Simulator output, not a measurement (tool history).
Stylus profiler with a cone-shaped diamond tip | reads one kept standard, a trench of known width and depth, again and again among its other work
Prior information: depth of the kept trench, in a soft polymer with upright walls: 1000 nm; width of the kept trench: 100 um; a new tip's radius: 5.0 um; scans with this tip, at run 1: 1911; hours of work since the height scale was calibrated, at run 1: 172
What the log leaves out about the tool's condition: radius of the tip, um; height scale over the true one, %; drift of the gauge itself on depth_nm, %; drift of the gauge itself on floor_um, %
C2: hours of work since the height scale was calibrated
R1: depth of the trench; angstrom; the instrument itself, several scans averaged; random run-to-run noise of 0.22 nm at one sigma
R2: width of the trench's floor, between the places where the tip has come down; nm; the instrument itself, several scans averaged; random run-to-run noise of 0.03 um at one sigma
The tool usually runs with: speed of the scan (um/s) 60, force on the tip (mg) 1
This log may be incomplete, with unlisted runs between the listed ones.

Run 1, day 0: usual settings; scans with this tip 1911; C2 172. Result: R1 10066.6 angstrom, R2 93650 nm.
Run 2, day 0.796: usual settings but speed of the scan (um/s) 22; scans with this tip 2017; C2 182. Result: R1 10066.2 angstrom, R2 93870 nm.
Run 3, day 1.271: usual settings but speed of the scan (um/s) 22; scans with this tip 2079; C2 187. Result: R1 10066.6 angstrom, R2 93830 nm.
Run 4, day 1.708: usual settings but speed of the scan (um/s) 22; scans with this tip 2137; C2 193. Result: R1 10067 angstrom, R2 93830 nm.
Run 5, day 2.462: usual settings but speed of the scan (um/s) 22; scans with this tip 2237; C2 202. Result: R1 10066.1 angstrom, R2 93800 nm.
Run 6, day 3.133: usual settings but speed of the scan (um/s) 22; scans with this tip 2326; C2 210. Result: R1 10062.6 angstrom, R2 93820 nm.
Run 7, day 3.538: usual settings but speed of the scan (um/s) 22; scans with this tip 2380; C2 215. Result: R1 10063 angstrom, R2 93800 nm.
Run 8, day 4.396: usual settings but speed of the scan (um/s) 22; scans with this tip 2493; C2 225. Result: R1 10061.6 angstrom, R2 93820 nm.
Run 9, day 5.171: usual settings but speed of the scan (um/s) 22, force on the tip (mg) 0.71; scans with this tip 2596; C2 234. Result: R1 10047.4 angstrom, R2 93840 nm.
Run 10, day 5.967: usual settings but speed of the scan (um/s) 22, force on the tip (mg) 0.71; scans with this tip 2701; C2 244. Result: R1 10048.8 angstrom, R2 93760 nm.
Run 11, day 6.592: usual settings but speed of the scan (um/s) 22, force on the tip (mg) 0.71; scans with this tip 2784; C2 251. Result: R1 10051.2 angstrom, R2 93730 nm.
Run 12, day 6.938: usual settings but force on the tip (mg) 2.56; scans with this tip 2829; C2 255. Result: R1 10123.4 angstrom, R2 93650 nm.
Run 13, day 7.442: usual settings; scans with this tip 2896; C2 261. Result: R1 10061.1 angstrom, R2 93560 nm.
Run 14, day 8.104: usual settings but speed of the scan (um/s) 20; scans with this tip 2984; C2 269. Result: R1 10064.4 angstrom, R2 93770 nm.
Run 15, day 8.504: usual settings but force on the tip (mg) 2.12; scans with this tip 3037; C2 274. Result: R1 10106.7 angstrom, R2 93640 nm.
Run 16, day 9.083: usual settings but speed of the scan (um/s) 18; scans with this tip 3114; C2 281. Result: R1 10062.5 angstrom, R2 93750 nm.
Run 17, day 9.617: usual settings; scans with this tip 3185; C2 287. Result: R1 10060.6 angstrom, R2 93590 nm.
Run 18, day 10.471: usual settings; scans with this tip 3298; C2 297. Result: R1 10059.9 angstrom, R2 93560 nm.
Run 19, day 11.096: usual settings; scans with this tip 3380; C2 305. Result: R1 10059.5 angstrom, R2 93540 nm.
Run 20, day 11.938: usual settings; scans with this tip 3491; C2 315. Result: R1 10061.7 angstrom, R2 93480 nm.
Run 21, day 12.604: usual settings; scans with this tip 3580; C2 323. Result: R1 10063.8 angstrom, R2 93520 nm.
Run 22, day 13.296: usual settings but speed of the scan (um/s) 98; scans with this tip 3672; C2 331. Result: R1 10062.4 angstrom, R2 93320 nm.
Run 23, day 14.046: usual settings but speed of the scan (um/s) 98; scans with this tip 3771; C2 340. Result: R1 10054 angstrom, R2 93310 nm.
Run 24, day 14.517: usual settings but speed of the scan (um/s) 21, force on the tip (mg) 0.75; scans with this tip 3833; C2 346. Result: R1 10044.9 angstrom, R2 93620 nm.
Run 25, day 14.996: usual settings but speed of the scan (um/s) 21, force on the tip (mg) 0.75; scans with this tip 3896; C2 351. Result: R1 10047.5 angstrom, R2 93650 nm.
Run 26, day 15.596: usual settings but speed of the scan (um/s) 50, force on the tip (mg) 0.36; scans with this tip 3976; C2 358. Result: R1 10022.9 angstrom, R2 93390 nm.
Run 27, day 15.988: usual settings but speed of the scan (um/s) 134, force on the tip (mg) 1.15; scans with this tip 4028; C2 363. Result: R1 10065.9 angstrom, R2 93160 nm.
Run 28, day 16.521: usual settings but speed of the scan (um/s) 54, force on the tip (mg) 0.37; scans with this tip 4098; C2 369. Result: R1 10024.1 angstrom, R2 93340 nm.
Run 29, day 17.267: usual settings but speed of the scan (um/s) 32, force on the tip (mg) 0.51; scans with this tip 4197; C2 378. Result: R1 10029.5 angstrom, R2 93510 nm.
Run 30, day 17.996: usual settings but speed of the scan (um/s) 39, force on the tip (mg) 0.71; scans with this tip 4294; C2 387. Result: R1 10041.4 angstrom, R2 93470 nm.
Run 31, day 18.696: usual settings but speed of the scan (um/s) 39, force on the tip (mg) 0.71; scans with this tip 4386; C2 395. Result: R1 10038.7 angstrom, R2 93540 nm.
Run 32, day 19.217: usual settings but speed of the scan (um/s) 17, force on the tip (mg) 2.21; scans with this tip 4455; C2 402. Result: R1 10107.2 angstrom, R2 93640 nm.
Run 33, day 19.962: usual settings but speed of the scan (um/s) 215, force on the tip (mg) 1.26; scans with this tip 4554; C2 411. Result: R1 10065 angstrom, R2 92810 nm.
Run 34, day 20.742: usual settings but speed of the scan (um/s) 19, force on the tip (mg) 0.4; scans with this tip 4657; C2 420. Result: R1 10022.4 angstrom, R2 93540 nm.
Run 35, day 21.212: usual settings but speed of the scan (um/s) 111, force on the tip (mg) 0.37; scans with this tip 4720; C2 425. Result: R1 10024.9 angstrom, R2 92830 nm.
Run 36, day 21.908: usual settings but speed of the scan (um/s) 120, force on the tip (mg) 1.83; scans with this tip 4812; C2 434. Result: R1 10085.7 angstrom, R2 93320 nm.
Run 37, day 22.267: usual settings but speed of the scan (um/s) 120, force on the tip (mg) 1.83; scans with this tip 4859; C2 438. Result: R1 10088.1 angstrom, R2 93280 nm.
Run 38, day 23.083: usual settings but speed of the scan (um/s) 120, force on the tip (mg) 1.83; scans with this tip 4968; C2 448. Result: R1 10091.6 angstrom, R2 93300 nm.
Run 39, day 23.442: usual settings but speed of the scan (um/s) 224, force on the tip (mg) 0.66; scans with this tip 5015; C2 452. Result: R1 10038.4 angstrom, R2 92420 nm.
Run 40, day 23.792: usual settings but speed of the scan (um/s) 51, force on the tip (mg) 2.06; scans with this tip 5061; C2 456. Result: R1 10093.7 angstrom, R2 93530 nm.
Run 41, day 24.183: usual settings but speed of the scan (um/s) 214, force on the tip (mg) 0.41; scans with this tip 5113; C2 461. Result: R1 10022.7 angstrom, R2 92100 nm.
Run 42, day 24.65: usual settings but speed of the scan (um/s) 128, force on the tip (mg) 1.89; scans with this tip 5175; C2 467. Result: R1 10092.5 angstrom, R2 93250 nm.
Run 43, day 25.046: usual settings but speed of the scan (um/s) 201, force on the tip (mg) 2.34; scans with this tip 5227; C2 471. Result: R1 10104.9 angstrom, R2 93090 nm.

What if the next run were any one of these 4? Each begins from the tool's condition after run 43:
Run A, day 25.704: usual settings but speed of the scan (um/s) 54, force on the tip (mg) 1.56; scans with this tip 5314; C2 479. Result: R1 ?, R2 ?.
Run B, day 25.704: usual settings but speed of the scan (um/s) 201, force on the tip (mg) 0.49; scans with this tip 5314; C2 479. Result: R1 ?, R2 ?.
Run C, day 25.704: usual settings but speed of the scan (um/s) 190, force on the tip (mg) 0.43; scans with this tip 5314; C2 479. Result: R1 ?, R2 ?.
Run D, day 25.704: usual settings but speed of the scan (um/s) 30, force on the tip (mg) 0.7; scans with this tip 5314; C2 479. Result: R1 ?, R2 ?.

run       R1     R2
  A  10076.3  93440
  B  10026.8  92350
  C  10021.9  92270
  D  10034.9  93450
With the hidden condition removed and each run's random variation left untouched, the same runs would have given:
run       R1     R2
  A  10093.1  93790
  B  10043.5  92700
  C  10038.5  92610
  D  10051.6  93790

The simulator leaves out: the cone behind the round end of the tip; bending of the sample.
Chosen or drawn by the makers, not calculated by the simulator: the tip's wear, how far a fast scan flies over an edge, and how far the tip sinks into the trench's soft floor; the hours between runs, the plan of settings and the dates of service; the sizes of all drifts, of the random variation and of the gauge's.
